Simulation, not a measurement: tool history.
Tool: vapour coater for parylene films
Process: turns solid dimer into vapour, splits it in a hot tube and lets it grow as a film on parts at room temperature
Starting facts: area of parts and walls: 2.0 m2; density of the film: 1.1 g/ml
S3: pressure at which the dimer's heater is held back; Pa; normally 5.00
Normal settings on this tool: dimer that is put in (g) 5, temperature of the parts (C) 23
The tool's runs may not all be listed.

run 1 hour=0.0 | dimer_that_is_put_in_(g)=5 temperature_of_the_parts_(C)=23 S3=5.00 | thickness_of_the_film_(um)=1.032
run 2 hour=41.8 | dimer_that_is_put_in_(g)=5 temperature_of_the_parts_(C)=23 S3=5.00 | thickness_of_the_film_(um)=1.016
run 3 hour=78.3 | dimer_that_is_put_in_(g)=5 temperature_of_the_parts_(C)=23 S3=5.00 | thickness_of_the_film_(um)=0.991
run 4 hour=121.1 | dimer_that_is_put_in_(g)=5 temperature_of_the_parts_(C)=23 S3=5.00 | thickness_of_the_film_(um)=0.993
run 5 hour=156.4 | dimer_that_is_put_in_(g)=3 temperature_of_the_parts_(C)=23 S3=5.00 | thickness_of_the_film_(um)=0.585
run 6 hour=192.4 | dimer_that_is_put_in_(g)=3 temperature_of_the_parts_(C)=23 S3=5.00 | thickness_of_the_film_(um)=0.591
run 7 hour=229.1 | dimer_that_is_put_in_(g)=3 temperature_of_the_parts_(C)=23 S3=5.00 | thickness_of_the_film_(um)=0.566
run 8 hour=253.6 | dimer_that_is_put_in_(g)=5 temperature_of_the_parts_(C)=29 S3=5.00 | thickness_of_the_film_(um)=0.833
run 9 hour=283.5 | dimer_that_is_put_in_(g)=5 temperature_of_the_parts_(C)=29 S3=5.00 | thickness_of_the_film_(um)=0.829
run 10 hour=306.6 | dimer_that_is_put_in_(g)=5 temperature_of_the_parts_(C)=23 S3=5.00 | thickness_of_the_film_(um)=0.912
-- hour=353.5 trap's valve overhauled
run 11 hour=355.2 | dimer_that_is_put_in_(g)=5 temperature_of_the_parts_(C)=25 S3=5.00 | thickness_of_the_film_(um)=0.996
run 12 hour=385.7 | dimer_that_is_put_in_(g)=5 temperature_of_the_parts_(C)=26 S3=5.00 | thickness_of_the_film_(um)=0.958
run 13 hour=431.0 | dimer_that_is_put_in_(g)=5 temperature_of_the_parts_(C)=26 S3=5.00 | thickness_of_the_film_(um)=0.945
run 14 hour=454.0 | dimer_that_is_put_in_(g)=5 temperature_of_the_parts_(C)=26 S3=5.00 | thickness_of_the_film_(um)=0.948
run 15 hour=496.6 | dimer_that_is_put_in_(g)=5 temperature_of_the_parts_(C)=23 S3=8.20 | thickness_of_the_film_(um)=0.940
run 16 hour=519.9 | dimer_that_is_put_in_(g)=5 temperature_of_the_parts_(C)=23 S3=5.00 | thickness_of_the_film_(um)=0.969
run 17 hour=552.2 | dimer_that_is_put_in_(g)=5 temperature_of_the_parts_(C)=18 S3=5.00 | thickness_of_the_film_(um)=1.042
run 18 hour=586.7 | dimer_that_is_put_in_(g)=5 temperature_of_the_parts_(C)=23 S3=5.00 | thickness_of_the_film_(um)=0.962
run 19 hour=629.0 | dimer_that_is_put_in_(g)=5 temperature_of_the_parts_(C)=23 S3=2.57 | thickness_of_the_film_(um)=0.965
run 20 hour=663.8 | dimer_that_is_put_in_(g)=5 temperature_of_the_parts_(C)=20 S3=3.83 | thickness_of_the_film_(um)=0.969
-- hour=707.8 trap's valve overhauled
run 21 hour=710.3 | dimer_that_is_put_in_(g)=5 temperature_of_the_parts_(C)=21 S3=2.35 | thickness_of_the_film_(um)=1.130
run 22 hour=731.1 | dimer_that_is_put_in_(g)=5 temperature_of_the_parts_(C)=21 S3=2.35 | thickness_of_the_film_(um)=1.114
run 23 hour=768.7 | dimer_that_is_put_in_(g)=5 temperature_of_the_parts_(C)=17 S3=9.29 | thickness_of_the_film_(um)=1.070
run 24 hour=804.7 | dimer_that_is_put_in_(g)=3 temperature_of_the_parts_(C)=31 S3=10.50 | thickness_of_the_film_(um)=0.489
run 25 hour=830.5 | dimer_that_is_put_in_(g)=3 temperature_of_the_parts_(C)=31 S3=10.50 | thickness_of_the_film_(um)=0.475
run 26 hour=854.9 | dimer_that_is_put_in_(g)=3 temperature_of_the_parts_(C)=24 S3=5.00 | thickness_of_the_film_(um)=0.575
run 27 hour=897.1 | dimer_that_is_put_in_(g)=8 temperature_of_the_parts_(C)=17 S3=5.00 | thickness_of_the_film_(um)=1.704
run 28 hour=927.1 | dimer_that_is_put_in_(g)=5 temperature_of_the_parts_(C)=23 S3=8.16 | thickness_of_the_film_(um)=0.927
run 29 hour=960.6 | dimer_that_is_put_in_(g)=2 temperature_of_the_parts_(C)=34 S3=9.89 | thickness_of_the_film_(um)=0.287
run 30 hour=982.3 | dimer_that_is_put_in_(g)=2 temperature_of_the_parts_(C)=22 S3=5.18 | thickness_of_the_film_(um)=0.375
run 31 hour=1020.5 | dimer_that_is_put_in_(g)=4 temperature_of_the_parts_(C)=23 S3=5.00 | thickness_of_the_film_(um)=0.736
run 32 hour=1041.7 | dimer_that_is_put_in_(g)=3 temperature_of_the_parts_(C)=21 S3=9.13 | thickness_of_the_film_(um)=0.543
-- hour=1063.0 trap's valve overhauled
run 33 hour=1092.0 | dimer_that_is_put_in_(g)=3 temperature_of_the_parts_(C)=21 S3=9.13 | thickness_of_the_film_(um)=0.616
run 34 hour=1136.8 | dimer_that_is_put_in_(g)=3 temperature_of_the_parts_(C)=28 S3=9.19 | thickness_of_the_film_(um)=0.530
run 35 hour=1180.9 | dimer_that_is_put_in_(g)=3 temperature_of_the_parts_(C)=28 S3=9.19 | thickness_of_the_film_(um)=0.524

5 options for the next run, each taken on its own from the tool as it stands now. Forecast them:
run A hour=1207.6 | dimer_that_is_put_in_(g)=8 temperature_of_the_parts_(C)=16 S3=4.08 | thickness_of_the_film_(um)=?
run B hour=1207.6 | dimer_that_is_put_in_(g)=4 temperature_of_the_parts_(C)=27 S3=9.19 | thickness_of_the_film_(um)=?
run C hour=1207.6 | dimer_that_is_put_in_(g)=9 temperature_of_the_parts_(C)=16 S3=5.00 | thickness_of_the_film_(um)=?
run D hour=1207.6 | dimer_that_is_put_in_(g)=3 temperature_of_the_parts_(C)=28 S3=9.19 | thickness_of_the_film_(um)=?
run E hour=1207.6 | dimer_that_is_put_in_(g)=4 temperature_of_the_parts_(C)=28 S3=2.90 | thickness_of_the_film_(um)=?

run=A thickness_of_the_film_(um)=1.808
run=B thickness_of_the_film_(um)=0.699
run=C thickness_of_the_film_(um)=2.021
run=D thickness_of_the_film_(um)=0.524
run=E thickness_of_the_film_(um)=0.759
Stripped of hidden state, with their random variation kept, the same runs would have yielded:
run=A thickness_of_the_film_(um)=1.892
run=B thickness_of_the_film_(um)=0.731
run=C thickness_of_the_film_(um)=2.114
run=D thickness_of_the_film_(um)=0.548
run=E thickness_of_the_film_(um)=0.794
